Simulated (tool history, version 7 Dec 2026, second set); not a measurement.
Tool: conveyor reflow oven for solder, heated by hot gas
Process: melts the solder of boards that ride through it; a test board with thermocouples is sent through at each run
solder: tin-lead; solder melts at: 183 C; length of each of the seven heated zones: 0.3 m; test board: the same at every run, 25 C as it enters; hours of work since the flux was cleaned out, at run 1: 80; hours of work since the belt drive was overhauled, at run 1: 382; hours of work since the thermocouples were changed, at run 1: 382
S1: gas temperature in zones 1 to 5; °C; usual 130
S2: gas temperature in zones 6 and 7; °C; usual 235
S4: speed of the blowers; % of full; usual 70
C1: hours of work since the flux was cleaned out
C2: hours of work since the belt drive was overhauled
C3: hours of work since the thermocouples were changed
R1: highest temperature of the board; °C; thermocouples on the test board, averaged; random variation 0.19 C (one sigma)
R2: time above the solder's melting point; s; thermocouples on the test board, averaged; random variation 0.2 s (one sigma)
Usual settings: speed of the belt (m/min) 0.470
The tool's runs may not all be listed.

Run 1, hour 0.0: usual settings; C1 80; C2 382; C3 382. Result: R1 221.0 °C, R2 58.5 s.
Run 2, hour 8.8: usual settings; C1 85; C2 387; C3 387. Result: R1 221.3 °C, R2 58.7 s.
Run 3, hour 27.3: usual settings but S2 236 °C; C1 95; C2 397; C3 397. Result: R1 221.8 °C, R2 59.1 s.
Run 4, hour 38.1: usual settings but S2 231 °C; C1 101; C2 403; C3 403. Result: R1 217.6 °C, R2 56.0 s.
Run 5, hour 52.4: usual settings but S2 231 °C; C1 109; C2 411; C3 411. Result: R1 217.4 °C, R2 55.6 s.
Run 6, hour 67.9: usual settings but S2 241 °C; C1 118; C2 420; C3 420. Result: R1 226.4 °C, R2 62.2 s.
Run 7, hour 80.6: usual settings but S2 241 °C; C1 125; C2 427; C3 427. Result: R1 226.5 °C, R2 62.2 s.
Run 8, hour 94.1: usual settings but S2 238 °C; C1 133; C2 435; C3 435. Result: R1 223.6 °C, R2 60.4 s.
Run 9, hour 103.2: usual settings; C1 138; C2 440; C3 440. Result: R1 221.2 °C, R2 58.4 s.
Run 10, hour 118.8: usual settings; C1 147; C2 449; C3 449. Result: R1 220.9 °C, R2 58.3 s.
Run 11, hour 127.1: usual settings but S1 126 °C; C1 151; C2 453; C3 453. Result: R1 220.1 °C, R2 56.8 s.
Run 12, hour 140.4: usual settings but S1 126 °C; C1 159; C2 461; C3 461. Result: R1 220.2 °C, R2 56.8 s.
Run 13, hour 149.1: usual settings but S2 233 °C; C1 164; C2 466; C3 466. Result: R1 218.8 °C, R2 57.2 s.
Run 14, hour 159.9: usual settings but S1 133 °C, S2 240 °C, speed of the belt (m/min) 0.482, S4 71 % of full; C1 170; C2 472; C3 472. Result: R1 225.1 °C, R2 60.5 s.
Run 15, hour 175.2: usual settings but S1 125 °C, S2 232 °C, S4 73 % of full; C1 178; C2 480; C3 480. Result: R1 218.0 °C, R2 54.8 s.
Run 16, hour 184.8: usual settings but S2 234 °C, S4 62 % of full; C1 184; C2 486; C3 486. Result: R1 218.0 °C, R2 56.3 s.
Run 17, hour 201.4: usual settings but S1 117 °C; C1 193; C2 495; C3 495. Result: R1 218.6 °C, R2 53.2 s.
Run 18, hour 211.5: usual settings but S4 65 % of full; C1 199; C2 501; C3 501. Result: R1 219.7 °C, R2 57.7 s.
Run 19, hour 219.7: usual settings but S1 141 °C, S4 57 % of full; C1 204; C2 505; C3 505. Result: R1 219.9 °C, R2 61.1 s.
Run 20, hour 227.4: usual settings but S1 135 °C, S2 247 °C, speed of the belt (m/min) 0.430; C1 208; C2 510; C3 510. Result: R1 235.0 °C, R2 75.0 s.
Run 21, hour 241.0: usual settings but S1 133 °C, S2 247 °C, speed of the belt (m/min) 0.550; C1 216; C2 517; C3 517. Result: R1 226.2 °C, R2 53.1 s.

4 ways to go on from here, each from the tool as it stands after run 21. What would each give?
Run A, hour 256.2: usual settings but S1 131 °C, S2 230 °C, speed of the belt (m/min) 0.550; C1 224; C2 526; C3 526. Result: R1 ?, R2 ?.
Run B, hour 256.2: usual settings but S1 133 °C, S2 229 °C, speed of the belt (m/min) 0.550; C1 224; C2 526; C3 526. Result: R1 ?, R2 ?.
Run C, hour 256.2: usual settings but S1 133 °C, S2 230 °C; C1 224; C2 526; C3 526. Result: R1 ?, R2 ?.
Run D, hour 256.2: usual settings but S2 227 °C, speed of the belt (m/min) 0.388, S4 75 % of full; C1 224; C2 526; C3 526. Result: R1 ?, R2 ?.

run     R1    R2
  A  210.9  42.2
  B  210.8  42.3
  C  216.6  56.2
  D  219.1  71.7
Without the tool's hidden state the same runs would have given:
run     R1    R2
  A  211.5  42.6
  B  211.4  42.7
  C  216.9  56.3
  D  219.1  71.5
